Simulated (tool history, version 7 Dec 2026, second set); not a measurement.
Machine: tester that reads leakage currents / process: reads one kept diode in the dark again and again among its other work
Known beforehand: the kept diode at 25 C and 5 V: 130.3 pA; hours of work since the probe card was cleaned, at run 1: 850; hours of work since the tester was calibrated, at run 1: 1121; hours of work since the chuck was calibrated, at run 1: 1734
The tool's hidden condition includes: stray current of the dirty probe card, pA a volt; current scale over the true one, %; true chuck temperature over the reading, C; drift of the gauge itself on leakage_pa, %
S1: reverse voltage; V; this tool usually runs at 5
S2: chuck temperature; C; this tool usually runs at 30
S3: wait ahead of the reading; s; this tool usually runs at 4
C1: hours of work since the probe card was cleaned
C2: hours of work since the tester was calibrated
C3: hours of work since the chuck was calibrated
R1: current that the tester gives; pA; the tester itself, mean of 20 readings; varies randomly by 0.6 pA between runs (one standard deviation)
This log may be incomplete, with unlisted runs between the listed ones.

run   hour    S1  S2    S3    C1    C2    C3       R1
  1      0     5  30     4   850  1121  1734   198.52
  2   41.6     5  30  2.78   868  1140  1753    199.5
  3  101.7     5  30  2.78   895  1167  1780   199.97
     124.7  -- chuck's temperature calibrated
  4    154     5  54     4   917  1189    13  1256.19
  5  206.8     5  54     4   941  1213    37   1248.9
  6  240.1     5  54     4   956  1227    51  1252.68
  7  269.3     5  30  7.14   969  1240    64   199.13
  8    332  7.31  29  1.09   997  1268    92   231.53
  9  372.4  7.31  29  1.09  1015  1286   110   231.55

Estimate the outcome of run 10 from the log above:
 10   434  16.25  29  1.79  1042  1314  138   ?

R1: 373.88 pA
On a tool with no hidden condition, and with the same random variation, this run would have come out at R1 373.74 pA.

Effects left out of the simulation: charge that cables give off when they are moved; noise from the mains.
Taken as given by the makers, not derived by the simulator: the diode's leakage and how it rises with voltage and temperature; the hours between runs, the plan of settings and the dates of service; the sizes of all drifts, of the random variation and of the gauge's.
